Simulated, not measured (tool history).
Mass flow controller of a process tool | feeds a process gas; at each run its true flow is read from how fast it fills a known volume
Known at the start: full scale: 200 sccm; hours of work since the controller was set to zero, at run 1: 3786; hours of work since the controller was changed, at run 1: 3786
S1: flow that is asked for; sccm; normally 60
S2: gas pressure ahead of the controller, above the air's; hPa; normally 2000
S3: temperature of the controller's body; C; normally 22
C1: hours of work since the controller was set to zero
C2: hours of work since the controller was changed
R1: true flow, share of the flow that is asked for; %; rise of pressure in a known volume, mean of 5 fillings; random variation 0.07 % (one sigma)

run,hour,S1,S2,S3,C1,C2,R1
1,0,60,2000,22,3786,3786,97.33
2,59.3,60,2050,22,3828,3828,97.45
3,186.9,60,2050,22,3919,3919,97.35
4,266.1,60,2050,22,3975,3975,97.35
5,336.7,60,2000,28,4025,4025,96.69
6,476.9,60,2660,22,4125,4125,96.98
7,584.5,60,2660,22,4201,4201,97.08
8,690.5,60,2660,22,4277,4277,97.02
9,761.4,60,2660,22,4327,4327,96.92
10,875,60,2000,29,4408,4408,96.46
11,1010.9,60,2000,22,4504,4504,97.32
12,1072.2,60,2000,22,4548,4548,97.23
13,1169.8,60,2000,22,4617,4617,97.28
14,1248.7,152,1500,28,4673,4673,99.69
15,1347.2,188,1840,28,4743,4743,100.29
# hour 1358.5: controller's zero set anew
16,1486.3,188,1840,28,91,4841,99.75
17,1549.7,60,2650,38,136,4886,93.1
# hour 1609.1: controller's zero set anew, once more
18,1648.8,60,2650,38,28,4956,97.96
19,1714.2,31,1790,29,75,5003,98.8
20,1781.9,25,2430,30,123,5051,98.28
21,1869.8,25,2430,30,185,5113,98.18
22,1934.8,60,1610,33,231,5159,98.73

Forecast run 23:
23,2031.9,60,1610,33,300,5228,?

R1: 98.72 %
Without the tool's hidden state the same run would have given R1 97.1 %.
